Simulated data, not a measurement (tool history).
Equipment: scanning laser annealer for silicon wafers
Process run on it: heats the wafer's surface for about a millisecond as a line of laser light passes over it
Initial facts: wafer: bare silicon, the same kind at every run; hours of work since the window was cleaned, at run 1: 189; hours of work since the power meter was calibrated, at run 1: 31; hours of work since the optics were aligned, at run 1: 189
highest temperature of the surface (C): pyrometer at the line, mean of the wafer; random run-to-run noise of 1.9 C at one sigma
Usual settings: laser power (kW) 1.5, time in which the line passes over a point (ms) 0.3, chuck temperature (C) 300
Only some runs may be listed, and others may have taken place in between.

run,day,laser power (kW),time in which the line passes over a point (ms),chuck temperature (C),hours of work since the window was cleaned,hours of work since the power meter was calibrated,hours of work since the optics were aligned,highest temperature of the surface (C)
1,0,1.5,0.3,300,189,31,189,1122
2,0.675,1.5,0.3,300,200,42,200,1119
3,1.383,1.5,0.3,300,210,52,210,1119
4,1.858,1.5,0.238,300,217,60,217,1037
5,2.546,1.5,0.238,300,228,70,228,1038
6,2.854,1.5,0.238,300,233,75,233,1035
7,3.492,1.621,0.3,300,242,84,242,1182
8,4.154,1.371,0.264,272,252,94,252,971
9,4.788,1.371,0.264,317,262,104,262,1016
10,5.404,1.371,0.264,317,271,113,271,1015
11,5.75,1.371,0.264,317,276,118,276,1012
12,6.208,1.559,0.275,310,283,125,283,1121
13,6.517,1.5,0.364,311,288,130,288,1191

Some steps in highest temperature of the surface (C) between neighbouring runs. How much of each would the tool show without its hidden state too (settings, what came in, random variation), and how much is left for the hidden state, with any gauge scatter that isn't in both results?
Hidden state at play: light that passes the window, % of a clean one's; laser's true power over the reading, %; width of the line over the set one, %; drift of the gauge itself on peak_c, C.
Run 6 -> 7: laser power (kW) 1.5 -> 1.621, time in which the line passes over a point (ms) 0.238 -> 0.3. highest temperature of the surface (C) +147: hidden state -7, all else +154.
Run 7 -> 8: laser power (kW) 1.621 -> 1.371, time in which the line passes over a point (ms) 0.3 -> 0.264, chuck temperature (C) 300 -> 272. highest temperature of the surface (C) -211: hidden state +7, all else -218.

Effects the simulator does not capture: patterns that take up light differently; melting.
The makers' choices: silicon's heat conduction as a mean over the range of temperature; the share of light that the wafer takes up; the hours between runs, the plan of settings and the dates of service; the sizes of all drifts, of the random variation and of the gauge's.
